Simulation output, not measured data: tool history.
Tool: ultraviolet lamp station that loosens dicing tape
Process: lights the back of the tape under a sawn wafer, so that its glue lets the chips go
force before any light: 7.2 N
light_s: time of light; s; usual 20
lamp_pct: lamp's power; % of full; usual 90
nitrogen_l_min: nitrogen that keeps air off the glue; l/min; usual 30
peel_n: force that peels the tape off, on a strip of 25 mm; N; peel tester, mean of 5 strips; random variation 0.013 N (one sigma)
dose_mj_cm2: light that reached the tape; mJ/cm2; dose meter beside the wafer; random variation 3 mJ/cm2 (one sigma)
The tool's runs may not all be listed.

Run 1, hour 0: usual settings. Result: peel_n 0.658 N, dose_mj_cm2 418 mJ/cm2.
Run 2, hour 6.9: usual settings. Result: peel_n 0.66 N, dose_mj_cm2 415 mJ/cm2.
Run 3, hour 18.4: usual settings but lamp_pct 85 % of full. Result: peel_n 0.753 N, dose_mj_cm2 393 mJ/cm2.
Run 4, hour 30: usual settings but lamp_pct 85 % of full. Result: peel_n 0.752 N, dose_mj_cm2 392 mJ/cm2.
Run 5, hour 39.2: usual settings but lamp_pct 85 % of full. Result: peel_n 0.759 N, dose_mj_cm2 388 mJ/cm2.
Run 6, hour 52.4: usual settings but light_s 19 s. Result: peel_n 0.734 N, dose_mj_cm2 391 mJ/cm2.
Run 7, hour 64.4: usual settings but light_s 19 s. Result: peel_n 0.744 N, dose_mj_cm2 395 mJ/cm2.
Run 8, hour 72.3: usual settings but light_s 10 s. Result: peel_n 2.131 N, dose_mj_cm2 206 mJ/cm2.
Run 9, hour 80.9: usual settings but nitrogen_l_min 42 l/min. Result: peel_n 0.542 N, dose_mj_cm2 414 mJ/cm2.
Run 10, hour 86.7: usual settings but nitrogen_l_min 42 l/min. Result: peel_n 0.526 N, dose_mj_cm2 410 mJ/cm2.
Run 11, hour 96.2: usual settings but nitrogen_l_min 14 l/min. Result: peel_n 1.197 N, dose_mj_cm2 409 mJ/cm2.
Run 12, hour 104.8: usual settings but nitrogen_l_min 14 l/min. Result: peel_n 1.182 N, dose_mj_cm2 407 mJ/cm2.
Run 13, hour 115.9: usual settings but nitrogen_l_min 14 l/min. Result: peel_n 1.193 N, dose_mj_cm2 415 mJ/cm2.
Run 14, hour 123.9: usual settings but nitrogen_l_min 14 l/min. Result: peel_n 1.238 N, dose_mj_cm2 405 mJ/cm2.
Run 15, hour 131.9: usual settings. Result: peel_n 0.669 N, dose_mj_cm2 407 mJ/cm2.
Run 16, hour 140.9: usual settings. Result: peel_n 0.689 N, dose_mj_cm2 406 mJ/cm2.
Run 17, hour 153.1: usual settings. Result: peel_n 0.672 N, dose_mj_cm2 404 mJ/cm2.
Run 18, hour 161: usual settings but light_s 30 s. Result: peel_n 0.297 N, dose_mj_cm2 608 mJ/cm2.
Run 19, hour 167.2: usual settings but light_s 30 s. Result: peel_n 0.293 N, dose_mj_cm2 611 mJ/cm2.
Run 20, hour 175.5: usual settings but light_s 30 s. Result: peel_n 0.295 N, dose_mj_cm2 604 mJ/cm2.
Run 21, hour 181.1: usual settings but light_s 30 s. Result: peel_n 0.292 N, dose_mj_cm2 606 mJ/cm2.
Run 22, hour 192.7: usual settings but light_s 30 s. Result: peel_n 0.302 N, dose_mj_cm2 602 mJ/cm2.
Run 23, hour 200.6: usual settings but nitrogen_l_min 25 l/min. Result: peel_n 0.793 N, dose_mj_cm2 403 mJ/cm2.
Run 24, hour 214: usual settings but nitrogen_l_min 25 l/min. Result: peel_n 0.803 N, dose_mj_cm2 401 mJ/cm2.
Run 25, hour 225.3: usual settings but light_s 18 s, lamp_pct 63 % of full. Result: peel_n 1.528 N, dose_mj_cm2 254 mJ/cm2.
Run 26, hour 233.5: usual settings but light_s 18 s, lamp_pct 63 % of full. Result: peel_n 1.575 N, dose_mj_cm2 249 mJ/cm2.
Run 27, hour 244.9: usual settings but light_s 18 s, lamp_pct 63 % of full. Result: peel_n 1.526 N, dose_mj_cm2 250 mJ/cm2.
Run 28, hour 255.5: usual settings but light_s 27 s, lamp_pct 67 % of full. Result: peel_n 0.715 N, dose_mj_cm2 399 mJ/cm2.
Run 29, hour 263.8: usual settings but light_s 16 s, lamp_pct 97 % of full, nitrogen_l_min 53 l/min. Result: peel_n 0.666 N, dose_mj_cm2 342 mJ/cm2.
Run 30, hour 269.5: usual settings but light_s 16 s, lamp_pct 97 % of full, nitrogen_l_min 44 l/min. Result: peel_n 0.731 N, dose_mj_cm2 347 mJ/cm2.
Run 31, hour 278.8: usual settings but light_s 16 s, lamp_pct 83 % of full. Result: peel_n 1.257 N, dose_mj_cm2 295 mJ/cm2.
Run 32, hour 286.6: usual settings but light_s 23 s. Result: peel_n 0.537 N, dose_mj_cm2 457 mJ/cm2.
Run 33, hour 293.7: usual settings but light_s 23 s. Result: peel_n 0.558 N, dose_mj_cm2 450 mJ/cm2.
Run 34, hour 307.5: usual settings but light_s 35 s, nitrogen_l_min 12 l/min. Result: peel_n 0.475 N, dose_mj_cm2 687 mJ/cm2.
Run 35, hour 319.7: usual settings but light_s 35 s, lamp_pct 66 % of full, nitrogen_l_min 41 l/min. Result: peel_n 0.337 N, dose_mj_cm2 501 mJ/cm2.
Run 36, hour 329: usual settings but light_s 19 s, lamp_pct 66 % of full. Result: peel_n 1.382 N, dose_mj_cm2 272 mJ/cm2.
Run 37, hour 338.6: usual settings but light_s 19 s, lamp_pct 66 % of full. Result: peel_n 1.386 N, dose_mj_cm2 272 mJ/cm2.
Run 38, hour 347.9: usual settings but light_s 32 s, lamp_pct 73 % of full, nitrogen_l_min 45 l/min. Result: peel_n 0.322 N, dose_mj_cm2 507 mJ/cm2.
Run 39, hour 355.5: usual settings but light_s 32 s, lamp_pct 73 % of full, nitrogen_l_min 45 l/min. Result: peel_n 0.324 N, dose_mj_cm2 501 mJ/cm2.
Run 40, hour 364.3: usual settings but light_s 40 s, lamp_pct 96 % of full, nitrogen_l_min 32 l/min. Result: peel_n 0.174 N, dose_mj_cm2 830 mJ/cm2.
Run 41, hour 374.1: usual settings but lamp_pct 83 % of full, nitrogen_l_min 26 l/min. Result: peel_n 0.951 N, dose_mj_cm2 357 mJ/cm2.
Run 42, hour 385.2: usual settings but lamp_pct 83 % of full, nitrogen_l_min 26 l/min. Result: peel_n 1.002 N, dose_mj_cm2 357 mJ/cm2.
Run 43, hour 396.4: usual settings but light_s 13 s, lamp_pct 70 % of full, nitrogen_l_min 26 l/min. Result: peel_n 2.347 N, dose_mj_cm2 197 mJ/cm2.

Measured less the same run without the tool's hidden state. The same run-to-run variation is in both; the gauge's scatter may not be:
The hidden state here: lamp's light, % of a new lamp's; light that the window lets through, % of a clean one's; drift of the gauge itself on peel_n, %; drift of the gauge itself on dose_mj_cm2, %.
run  peel_n  dose_mj_cm2
  1  +0.066          -22
  2  +0.068          -23
  3  +0.078          -22
  4   +0.08          -22
  5  +0.084          -23
  6  +0.085          -24
  7  +0.088          -25
  8  +0.163          -14
  9   +0.07          -28
 10  +0.071          -29
 11  +0.132          -29
 12  +0.133          -30
 13  +0.139          -31
 14  +0.147          -31
 15  +0.096          -31
 16    +0.1          -32
 17  +0.101          -33
 18  +0.043          -51
 19  +0.042          -51
 20  +0.043          -53
 21  +0.044          -54
 22  +0.047          -54
 23  +0.127          -37
 24  +0.133          -38
 25  +0.197          -24
 26  +0.208          -25
 27  +0.204          -25
 28  +0.129          -41
 29  +0.124          -36
 30  +0.135          -36
 31    +0.2          -31
 32  +0.106          -49
 33  +0.112          -50
 34  +0.099          -79
 35  +0.068          -58
 36  +0.228          -32
 37  +0.232          -32
 38  +0.066          -62
 39  +0.067          -62
 40  +0.017         -104
 41  +0.194          -46
 42  +0.206          -47
 43  +0.315          -26

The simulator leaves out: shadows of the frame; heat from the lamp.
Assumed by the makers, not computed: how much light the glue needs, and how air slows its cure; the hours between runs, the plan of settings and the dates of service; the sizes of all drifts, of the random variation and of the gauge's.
